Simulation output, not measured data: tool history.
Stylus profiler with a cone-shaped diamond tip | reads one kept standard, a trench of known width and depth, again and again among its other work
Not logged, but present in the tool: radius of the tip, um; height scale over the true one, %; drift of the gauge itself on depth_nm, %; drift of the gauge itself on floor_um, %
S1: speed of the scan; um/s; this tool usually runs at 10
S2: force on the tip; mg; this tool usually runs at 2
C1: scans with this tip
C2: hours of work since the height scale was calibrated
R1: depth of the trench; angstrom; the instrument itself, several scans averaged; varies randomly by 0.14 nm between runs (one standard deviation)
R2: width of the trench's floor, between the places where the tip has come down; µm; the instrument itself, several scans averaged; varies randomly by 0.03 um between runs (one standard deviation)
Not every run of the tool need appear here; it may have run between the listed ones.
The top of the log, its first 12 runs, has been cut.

Run 13, hour 401.3: usual settings but S1 6 um/s; C1 8873; C2 658. Result: R1 5056.4 angstrom, R2 46.25 µm.
Run 14, hour 452: usual settings but S1 6 um/s; C1 9238; C2 686. Result: R1 5058.7 angstrom, R2 46.2 µm.
Run 15, hour 490.3: usual settings; C1 9514; C2 706. Result: R1 5057.6 angstrom, R2 46.13 µm.
Run 16, hour 540: usual settings; C1 9874; C2 733. Result: R1 5056.8 angstrom, R2 46.11 µm.
Run 17, hour 579: usual settings but S1 28 um/s; C1 10155; C2 754. Result: R1 5059.8 angstrom, R2 46.02 µm.
Run 18, hour 608.2: usual settings but S1 9 um/s, S2 0.97 mg; C1 10366; C2 769. Result: R1 5042.1 angstrom, R2 46.07 µm.
Run 19, hour 662.6: usual settings but S1 9 um/s, S2 0.97 mg; C1 10759; C2 798. Result: R1 5042.4 angstrom, R2 46.01 µm.
Run 20, hour 692.6: usual settings but S1 9 um/s, S2 0.97 mg; C1 10975; C2 814. Result: R1 5039.3 angstrom, R2 45.99 µm.
Run 21, hour 722.6: usual settings but S1 6 um/s, S2 3.91 mg; C1 11192; C2 830. Result: R1 5086.4 angstrom, R2 45.99 µm.
Run 22, hour 776.4: usual settings but S1 3 um/s, S2 1.14 mg; C1 11580; C2 859. Result: R1 5045.3 angstrom, R2 45.93 µm.
At hour 780.1: height scale calibrated on a step standard.
Run 23, hour 805.9: usual settings but S1 14 um/s, S2 5.28 mg; C1 11790; C2 14. Result: R1 5105 angstrom, R2 45.91 µm.
Run 24, hour 849.8: usual settings but S1 14 um/s, S2 5.28 mg; C1 12106; C2 37. Result: R1 5101.9 angstrom, R2 45.89 µm.
Run 25, hour 903.7: usual settings but S1 3 um/s, S2 2.85 mg; C1 12496; C2 66. Result: R1 5074.9 angstrom, R2 45.83 µm.
Run 26, hour 952.9: usual settings but S1 3 um/s, S2 2.85 mg; C1 12851; C2 93. Result: R1 5077.6 angstrom, R2 45.8 µm.
At hour 958.3: height scale calibrated on a step standard, once more.
At hour 969.7: new tip fitted, height scale calibrated.
Run 27, hour 999.2: usual settings but S1 40 um/s, S2 2.99 mg; C1 213; C2 16. Result: R1 5057.8 angstrom, R2 47.18 µm.
Run 28, hour 1031: usual settings but S1 33 um/s, S2 2.78 mg; C1 442; C2 33. Result: R1 5053.2 angstrom, R2 47.2 µm.
Run 29, hour 1053.7: usual settings but S1 30 um/s, S2 2.78 mg; C1 606; C2 45. Result: R1 5054.7 angstrom, R2 47.12 µm.
Run 30, hour 1085.5: usual settings but S1 5 um/s, S2 1.94 mg; C1 836; C2 62. Result: R1 5046.2 angstrom, R2 47.23 µm.
Run 31, hour 1125.5: usual settings but S1 9 um/s, S2 2.46 mg; C1 1125; C2 83. Result: R1 5052.5 angstrom, R2 47.18 µm.

What will run 32 give?
Run 32, hour 1177.5: usual settings but S1 9 um/s, S2 2.46 mg; C1 1500; C2 111. Result: R1 ?, R2 ?.

R1: 5052.1 angstrom
R2: 47.09 µm
The same run, on a tool lacking any hidden state, would have yielded R1 5050.3 angstrom, R2 47.31 µm.

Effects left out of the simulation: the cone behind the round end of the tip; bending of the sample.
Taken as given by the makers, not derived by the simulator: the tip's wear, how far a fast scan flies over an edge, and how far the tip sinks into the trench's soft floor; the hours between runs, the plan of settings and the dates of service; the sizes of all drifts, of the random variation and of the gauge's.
